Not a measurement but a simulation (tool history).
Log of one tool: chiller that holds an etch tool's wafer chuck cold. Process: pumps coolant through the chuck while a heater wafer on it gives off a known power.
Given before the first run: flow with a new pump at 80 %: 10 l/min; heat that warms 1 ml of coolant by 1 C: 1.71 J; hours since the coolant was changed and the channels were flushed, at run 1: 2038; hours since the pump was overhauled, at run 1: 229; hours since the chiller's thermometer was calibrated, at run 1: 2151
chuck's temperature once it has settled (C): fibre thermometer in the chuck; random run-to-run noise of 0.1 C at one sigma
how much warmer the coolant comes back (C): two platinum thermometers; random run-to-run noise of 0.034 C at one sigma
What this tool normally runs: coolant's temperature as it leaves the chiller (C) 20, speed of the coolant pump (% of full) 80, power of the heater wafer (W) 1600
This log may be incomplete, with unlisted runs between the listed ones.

| run | hour | coolant's temperature as it leaves the chiller (C) | speed of the coolant pump (% of full) | power of the heater wafer (W) | hours since the coolant was changed and the channels were flushed | hours since the pump was overhauled | hours since the chiller's thermometer was calibrated | chuck's temperature once it has settled (C) | how much warmer the coolant comes back (C) |
|---|---|---|---|---|---|---|---|---|---|
| 1 | 0 | 20 | 80 | 1600 | 2038 | 229 | 2151 | 40.4 | 5.51 |
| 2 | 55.1 | 20 | 80 | 1600 | 2093 | 284 | 2206 | 40.3 | 5.62 |
| 3 | 111.6 | 20 | 80 | 1998 | 2150 | 340 | 2263 | 45.4 | 6.99 |
| 4 | 164.1 | 20 | 67 | 1600 | 2202 | 393 | 2315 | 42.1 | 6.67 |
| 5 | 205.7 | 14 | 80 | 1600 | 2244 | 434 | 2357 | 34.4 | 5.63 |
| 6 | 280.7 | 14 | 80 | 1600 | 2319 | 509 | 2432 | 34.3 | 5.58 |
| 7 | 338.7 | 14 | 80 | 1600 | 2377 | 567 | 2490 | 34.4 | 5.61 |
| 8 | 390.2 | 14 | 80 | 1600 | 2428 | 619 | 2541 | 34.3 | 5.61 |
| 9 | 442.2 | 14 | 80 | 1600 | 2480 | 671 | 2593 | 34.4 | 5.63 |
| 10 | 498 | 14 | 80 | 1600 | 2536 | 727 | 2649 | 34.2 | 5.58 |
| 11 | 561.4 | 20 | 80 | 1600 | 2600 | 790 | 2713 | 39.9 | 5.54 |
| 12 | 624.4 | 20 | 80 | 1998 | 2663 | 853 | 2776 | 45.3 | 6.99 |
| 13 | 688.6 | 20 | 80 | 1998 | 2727 | 917 | 2840 | 45.1 | 7.06 |
| 14 | 756.5 | 20 | 80 | 1600 | 2795 | 985 | 2908 | 40.3 | 5.6 |
| 15 | 840.9 | 20 | 80 | 1600 | 2879 | 1070 | 2992 | 40.3 | 5.63 |

What will run 16 give?
| 16 | 895.7 | 20 | 80 | 1600 | 2934 | 1124 | 3047 | ? | ? |

chuck's temperature once it has settled (C): 40.4
how much warmer the coolant comes back (C): 5.58
If the tool had no hidden condition, the same run with the same run-to-run variation would have returned chuck's temperature once it has settled (C) 40.4, how much warmer the coolant comes back (C) 5.58.

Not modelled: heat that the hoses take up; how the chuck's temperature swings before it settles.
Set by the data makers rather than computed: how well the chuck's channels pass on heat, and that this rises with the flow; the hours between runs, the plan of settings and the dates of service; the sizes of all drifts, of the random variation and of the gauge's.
